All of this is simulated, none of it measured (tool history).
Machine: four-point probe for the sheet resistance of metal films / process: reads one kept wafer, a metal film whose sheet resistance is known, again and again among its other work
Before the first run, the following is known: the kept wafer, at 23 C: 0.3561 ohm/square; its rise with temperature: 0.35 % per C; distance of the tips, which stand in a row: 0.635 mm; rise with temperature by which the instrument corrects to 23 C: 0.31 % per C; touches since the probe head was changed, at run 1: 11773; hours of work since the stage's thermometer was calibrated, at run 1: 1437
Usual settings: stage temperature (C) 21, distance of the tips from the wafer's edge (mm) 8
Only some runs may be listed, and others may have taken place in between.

run   hour  stage temperature (C)  distance of the tips from the wafer's edge (mm)  touches since the probe head was changed  hours of work since the stage's thermometer was calibrated  sheet resistance as the instrument gives it (ohm/square)
  1    0.0                     21                                                8                                     11773                                                        1437                                                  0.357811
  2   18.7                     21                                                8                                     12107                                                        1449                                                  0.357825
      23.7  -- stage's thermometer calibrated
  3   32.0                     21                                                8                                     12338                                                           6                                                  0.358189
  4   50.6                     21                                                8                                     12671                                                          18                                                  0.358088
  5   73.0                     26                                                8                                     13073                                                          33                                                  0.358754
  6  104.4                     26                                                8                                     13636                                                          54                                                  0.358621
  7  133.4                     35                                                5                                     14156                                                          73                                                  0.361660
  8  164.8                     24                                                4                                     14720                                                          94                                                  0.362000
  9  178.9                     29                                               62                                     14972                                                         103                                                  0.357996
 10  194.4                     29                                               62                                     15250                                                         113                                                  0.357909
     198.1  -- stage's thermometer calibrated, once more
 11  216.8                     27                                               44                                     15644                                                          12                                                  0.357241
 12  240.5                     27                                               44                                     16068                                                          28                                                  0.357187

Consider 3 possible next runs. They are alternatives, not a sequence: every one starts from the tool as it was left by run 12. What does each give?
  A  262.1                     20                                               73                                     16456                                                          42                                                         ?
  B  262.1                     21                                               13                                     16456                                                          42                                                         ?
  C  262.1                     25                                               11                                     16456                                                          42                                                         ?

run  sheet resistance as the instrument gives it (ohm/square)
  A                                                  0.356115
  B                                                  0.356888
  C                                                  0.357492
With the hidden condition removed and each run's random variation left untouched, the same runs would have given:
run  sheet resistance as the instrument gives it (ohm/square)
  A                                                  0.355564
  B                                                  0.356336
  C                                                  0.356939
